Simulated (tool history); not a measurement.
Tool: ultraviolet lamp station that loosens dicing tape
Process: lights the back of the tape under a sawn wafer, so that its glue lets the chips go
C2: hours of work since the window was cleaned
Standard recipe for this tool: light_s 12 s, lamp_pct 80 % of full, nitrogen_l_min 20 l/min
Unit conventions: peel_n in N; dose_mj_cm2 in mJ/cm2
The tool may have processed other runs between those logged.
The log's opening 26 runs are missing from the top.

Run 27, day 66.592: usual settings but light_s 9 s, nitrogen_l_min 7 l/min; hours of work of the lamp 632; C2 385. Result: peel_n 1.997 N, dose_mj_cm2 251 mJ/cm2.
Run 28, day 69.846: usual settings but light_s 6 s, lamp_pct 92 % of full, nitrogen_l_min 7 l/min; hours of work of the lamp 687; C2 439. Result: peel_n 2.686 N, dose_mj_cm2 184 mJ/cm2.
Run 29, day 72.008: usual settings but light_s 6 s, lamp_pct 92 % of full, nitrogen_l_min 7 l/min; hours of work of the lamp 723; C2 476. Result: peel_n 2.788 N, dose_mj_cm2 182 mJ/cm2.
At day 73.588: lamp changed.
Run 30, day 75.012: usual settings but light_s 6 s, lamp_pct 92 % of full, nitrogen_l_min 7 l/min; hours of work of the lamp 24; C2 525. Result: peel_n 2.041 N, dose_mj_cm2 243 mJ/cm2.
Run 31, day 77.217: usual settings but light_s 6 s, lamp_pct 67 % of full, nitrogen_l_min 7 l/min; hours of work of the lamp 61; C2 562. Result: peel_n 2.851 N, dose_mj_cm2 170 mJ/cm2.
Run 32, day 80.204: usual settings but light_s 6 s, lamp_pct 67 % of full, nitrogen_l_min 7 l/min; hours of work of the lamp 111; C2 612. Result: peel_n 2.903 N, dose_mj_cm2 170 mJ/cm2.
At day 81.575: window cleaned of glue's vapour.
Run 33, day 83.850: usual settings but nitrogen_l_min 7 l/min; hours of work of the lamp 172; C2 38. Result: peel_n 0.758 N, dose_mj_cm2 443 mJ/cm2.
Run 34, day 86.362: usual settings but nitrogen_l_min 30 l/min; hours of work of the lamp 214; C2 80. Result: peel_n 0.439 N, dose_mj_cm2 435 mJ/cm2.
Run 35, day 89.946: usual settings but lamp_pct 61 % of full, nitrogen_l_min 22 l/min; hours of work of the lamp 274; C2 141. Result: peel_n 0.901 N, dose_mj_cm2 321 mJ/cm2.
Run 36, day 91.946: usual settings but light_s 13 s, lamp_pct 79 % of full, nitrogen_l_min 7 l/min; hours of work of the lamp 308; C2 174. Result: peel_n 0.788 N, dose_mj_cm2 439 mJ/cm2.
Run 37, day 95.112: usual settings but light_s 13 s, lamp_pct 79 % of full, nitrogen_l_min 7 l/min; hours of work of the lamp 361; C2 227. Result: peel_n 0.839 N, dose_mj_cm2 424 mJ/cm2.
Run 38, day 98.000: usual settings but light_s 13 s, lamp_pct 79 % of full, nitrogen_l_min 7 l/min; hours of work of the lamp 409; C2 276. Result: peel_n 0.910 N, dose_mj_cm2 416 mJ/cm2.
Run 39, day 100.825: usual settings but light_s 13 s, lamp_pct 79 % of full, nitrogen_l_min 9 l/min; hours of work of the lamp 457; C2 323. Result: peel_n 0.871 N, dose_mj_cm2 403 mJ/cm2.
Run 40, day 103.400: usual settings but light_s 13 s, lamp_pct 79 % of full, nitrogen_l_min 9 l/min; hours of work of the lamp 500; C2 366. Result: peel_n 0.877 N, dose_mj_cm2 392 mJ/cm2.

Below are 4 alternative next runs, each starting from the tool's condition after run 40. Predict each:
Run A, day 106.812: usual settings but light_s 14 s, lamp_pct 89 % of full, nitrogen_l_min 14 l/min; hours of work of the lamp 557; C2 424. Result: peel_n ?, dose_mj_cm2 ?.
Run B, day 106.812: usual settings but light_s 11 s, lamp_pct 77 % of full, nitrogen_l_min 22 l/min; hours of work of the lamp 557; C2 424. Result: peel_n ?, dose_mj_cm2 ?.
Run C, day 106.812: usual settings but light_s 21 s, lamp_pct 68 % of full; hours of work of the lamp 557; C2 424. Result: peel_n ?, dose_mj_cm2 ?.
Run D, day 106.812: usual settings but lamp_pct 93 % of full; hours of work of the lamp 557; C2 424. Result: peel_n ?, dose_mj_cm2 ?.

run  peel_n  dose_mj_cm2
  A   0.535          459
  B   0.951          313
  C   0.344          523
  D   0.537          411
With no hidden state in the tool, these same runs would have given:
run  peel_n  dose_mj_cm2
  A   0.302          622
  B   0.528          424
  C   0.220          708
  D   0.296          555

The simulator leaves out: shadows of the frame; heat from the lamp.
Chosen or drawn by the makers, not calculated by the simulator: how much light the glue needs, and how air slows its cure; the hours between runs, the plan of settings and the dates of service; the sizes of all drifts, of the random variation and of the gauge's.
